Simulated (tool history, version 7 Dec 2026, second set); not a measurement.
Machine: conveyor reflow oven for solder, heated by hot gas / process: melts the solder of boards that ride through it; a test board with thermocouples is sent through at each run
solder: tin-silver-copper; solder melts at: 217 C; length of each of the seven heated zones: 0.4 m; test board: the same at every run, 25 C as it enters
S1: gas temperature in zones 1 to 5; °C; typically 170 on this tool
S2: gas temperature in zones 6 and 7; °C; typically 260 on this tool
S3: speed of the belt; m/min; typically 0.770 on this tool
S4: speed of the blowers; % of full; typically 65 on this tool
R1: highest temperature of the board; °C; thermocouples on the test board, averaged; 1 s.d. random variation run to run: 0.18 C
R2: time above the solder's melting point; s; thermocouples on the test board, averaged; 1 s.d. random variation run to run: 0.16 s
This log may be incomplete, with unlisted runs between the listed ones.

run   hour   S1   S2     S3  S4     R1    R2
  1    0.0  170  260  0.770  65  243.3  40.0
  2   20.0  170  248  0.770  65  232.8  30.3
  3   33.3  170  264  0.770  65  247.0  42.4
  4   50.1  170  260  0.770  65  243.1  39.6
  5   65.4  170  260  0.770  65  243.1  39.7
  6   74.9  170  260  0.770  65  243.1  39.7
  7   83.2  170  260  0.770  65  242.6  39.6
  8  100.7  170  260  0.770  65  242.9  39.5
  9  117.7  170  260  0.770  65  242.8  39.4
 10  129.1  170  260  0.770  65  242.8  39.6
 11  148.5  170  260  0.770  65  242.7  39.5
 12  160.7  170  260  0.770  65  242.5  39.4
 13  172.7  170  260  0.770  65  242.5  39.4
 14  183.3  170  260  0.770  75  243.8  40.6
 15  199.9  170  260  0.770  75  243.7  40.8
 16  217.3  170  260  0.770  61  242.0  38.4
 17  233.8  159  270  0.770  65  249.1  41.1
 18  246.3  164  260  0.818  84  242.1  35.3
 19  262.2  159  260  0.809  53  236.3  27.9
 20  272.2  159  260  0.809  53  236.1  27.9
     278.8  -- flux residue cleaned out of gas plates and filters
 21  289.3  159  260  0.809  53  235.4  26.8
 22  305.8  170  263  0.770  90  247.0  43.0
 23  319.3  170  260  0.659  62  245.3  50.3
 24  328.3  170  260  0.796  84  242.3  38.3
 25  340.6  170  260  0.796  84  242.5  38.4
 26  352.7  156  260  0.740  65  240.1  35.1
 27  365.8  160  255  0.770  54  233.2  26.7
 28  376.9  160  255  0.770  54  233.0  26.6
     385.0  -- flux residue cleaned out of gas plates and filters, once more
 29  393.2  170  268  0.770  55  248.6  43.5
 30  409.9  162  275  0.877  55  248.3  34.9

Forecast each of these 4 alternatives for the next run:
     420.1  -- thermocouples of zones 6 and 7 changed
  A  429.1  182  260  0.770  60   ?   ?
     420.1  -- thermocouples of zones 6 and 7 changed
  B  429.1  162  275  0.877  71   ?   ?
     420.1  -- thermocouples of zones 6 and 7 changed
  C  429.1  184  260  0.872  84   ?   ?
     420.1  -- thermocouples of zones 6 and 7 changed
  D  429.1  180  275  0.877  55   ?   ?

run     R1    R2
  A  246.7  46.5
  B  253.9  38.5
  C  246.9  41.4
  D  254.3  43.4
Without the tool's hidden state the same runs would have given:
run     R1    R2
  A  246.6  45.9
  B  253.7  37.9
  C  246.9  40.9
  D  254.1  42.8

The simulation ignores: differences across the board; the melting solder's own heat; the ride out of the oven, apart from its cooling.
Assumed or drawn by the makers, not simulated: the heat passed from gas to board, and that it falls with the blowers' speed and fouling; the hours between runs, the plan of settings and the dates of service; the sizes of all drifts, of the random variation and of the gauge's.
